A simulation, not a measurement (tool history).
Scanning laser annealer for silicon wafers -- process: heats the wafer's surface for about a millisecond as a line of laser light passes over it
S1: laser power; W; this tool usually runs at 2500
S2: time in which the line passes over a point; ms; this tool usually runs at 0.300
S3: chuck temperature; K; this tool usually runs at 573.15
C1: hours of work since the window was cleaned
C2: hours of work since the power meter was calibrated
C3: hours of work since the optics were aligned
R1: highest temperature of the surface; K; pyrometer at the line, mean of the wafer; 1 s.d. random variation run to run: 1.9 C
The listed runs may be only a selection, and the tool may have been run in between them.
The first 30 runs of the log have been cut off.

Run 31, day 18.912: usual settings but S1 2708 W, S2 0.368 ms; C1 390; C2 685; C3 754. Result: R1 1572.15 K.
Run 32, day 19.483: usual settings but S1 2668 W, S2 0.368 ms, S3 541.15 K; C1 398; C2 693; C3 762. Result: R1 1523.15 K.
Run 33, day 19.846: usual settings but S1 2248 W, S2 0.270 ms, S3 583.15 K; C1 403; C2 699; C3 768. Result: R1 1284.15 K.
Run 34, day 20.562: usual settings but S1 2248 W, S2 0.270 ms, S3 583.15 K; C1 414; C2 709; C3 778. Result: R1 1287.15 K.
Run 35, day 21.225: usual settings but S1 2248 W, S2 0.270 ms, S3 583.15 K; C1 423; C2 718; C3 787. Result: R1 1282.15 K.
Run 36, day 21.733: usual settings but S1 2248 W, S2 0.270 ms, S3 583.15 K; C1 430; C2 725; C3 795. Result: R1 1286.15 K.
Run 37, day 22.171: usual settings but S1 2248 W, S2 0.270 ms, S3 591.15 K; C1 437; C2 732; C3 801. Result: R1 1293.15 K.
Run 38, day 22.838: usual settings but S1 2248 W, S2 0.321 ms, S3 589.15 K; C1 446; C2 741; C3 810. Result: R1 1356.15 K.
Run 39, day 23.312: usual settings but S1 2232 W, S2 0.340 ms, S3 589.15 K; C1 453; C2 748; C3 817. Result: R1 1377.15 K.
Run 40, day 23.792: usual settings but S1 2151 W, S2 0.308 ms, S3 558.15 K; C1 460; C2 755; C3 824. Result: R1 1274.15 K.
Run 41, day 24.650: usual settings but S1 2151 W, S2 0.336 ms, S3 558.15 K; C1 472; C2 767; C3 836. Result: R1 1312.15 K.

3 options for the next run, each taken on its own from the tool as it stands now. Forecast them:
Run A, day 25.188: usual settings but S1 2148 W, S2 0.216 ms, S3 558.15 K; C1 480; C2 775; C3 844. Result: R1 ?.
Run B, day 25.188: usual settings but S1 2174 W, S2 0.264 ms, S3 558.15 K; C1 480; C2 775; C3 844. Result: R1 ?.
Run C, day 25.188: usual settings but S1 2240 W, S3 577.15 K; C1 480; C2 775; C3 844. Result: R1 ?.

run       R1
  A  1156.15
  B  1227.15
  C  1313.15
With no hidden state in the tool, these same runs would have given:
run       R1
  A  1156.15
  B  1227.15
  C  1314.15
